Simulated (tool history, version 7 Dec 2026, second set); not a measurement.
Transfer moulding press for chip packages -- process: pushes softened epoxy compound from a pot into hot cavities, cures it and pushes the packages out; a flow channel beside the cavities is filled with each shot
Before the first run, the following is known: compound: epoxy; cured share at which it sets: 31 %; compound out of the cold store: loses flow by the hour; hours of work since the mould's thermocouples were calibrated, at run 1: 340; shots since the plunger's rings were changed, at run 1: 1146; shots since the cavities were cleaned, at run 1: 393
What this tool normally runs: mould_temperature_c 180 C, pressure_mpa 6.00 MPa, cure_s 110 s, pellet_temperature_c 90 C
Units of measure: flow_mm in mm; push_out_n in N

run    day  mould_temperature_c  pressure_mpa  cure_s  pellet_temperature_c  hours of work since the mould's thermocouples were calibrated  shots since the plunger's rings were changed  shots since the cavities were cleaned  incoming compound's hours out of the cold store  flow_mm  push_out_n
  1  0.000                  180          6.00     110                    90                                                            340                                          1146                                    393                                             34.5      577         663
  2  0.317                  180          6.00     110                    90                                                            346                                          1243                                    490                                             46.6      557         669
     0.442  -- cavities cleaned with cleaning compound and waxed
  3  0.767                  180          7.48     110                    90                                                            353                                          1360                                     98                                             44.4      628         586
  4  1.233                  180          7.48     110                    90                                                            362                                          1503                                    241                                             15.6      672         644
  5  1.600                  180          7.48     110                    90                                                            369                                          1614                                    352                                             21.0      663         685
  6  1.967                  180          6.00     110                    90                                                            375                                          1726                                    464                                             43.7      560         677
     2.158  -- cavities cleaned with cleaning compound and waxed
  7  2.275                  180          6.00     110                    90                                                            380                                          1801                                     36                                             27.0      587         528
  8  2.758                  180          6.00     110                    90                                                            389                                          1948                                    183                                             35.1      572         609
  9  3.175                  180          6.73     110                    90                                                            396                                          2075                                    310                                             25.0      613         656
 10  3.396                  180          6.73     110                    90                                                            400                                          2142                                    377                                             17.1      626         703
     3.871  -- cavities cleaned with cleaning compound and waxed
 11  3.992                  180          6.73     110                    90                                                            410                                          2305                                     37                                             14.9      633         521
 12  4.467                  180          6.73     110                    90                                                            419                                          2449                                    181                                             15.6      631         597
 13  4.858                  180          6.73     110                    90                                                            426                                          2569                                    301                                             20.5      624         645
     5.217  -- mould's thermocouples calibrated
 14  5.358                  180          6.00      92                    90                                                              3                                          2695                                    427                                             10.2      609         958
     5.675  -- cavities cleaned with cleaning compound and waxed
 15  5.958                  185          6.00      94                    90                                                             13                                          2859                                     86                                             16.0      579         547
 16  6.342                  185          6.00     109                    90                                                             20                                          2975                                    202                                             11.8      585         566

Run 17 comes next. What will it give?
 17  6.767                  175          6.18     117                    90                                                             27                                          3105                                    332                                              9.1        ?           ?

{"run 17": {"flow_mm": 637, "push_out_n": 822}}
Without the tool's hidden state the same run would have given flow_mm 656 mm, push_out_n 623 N.
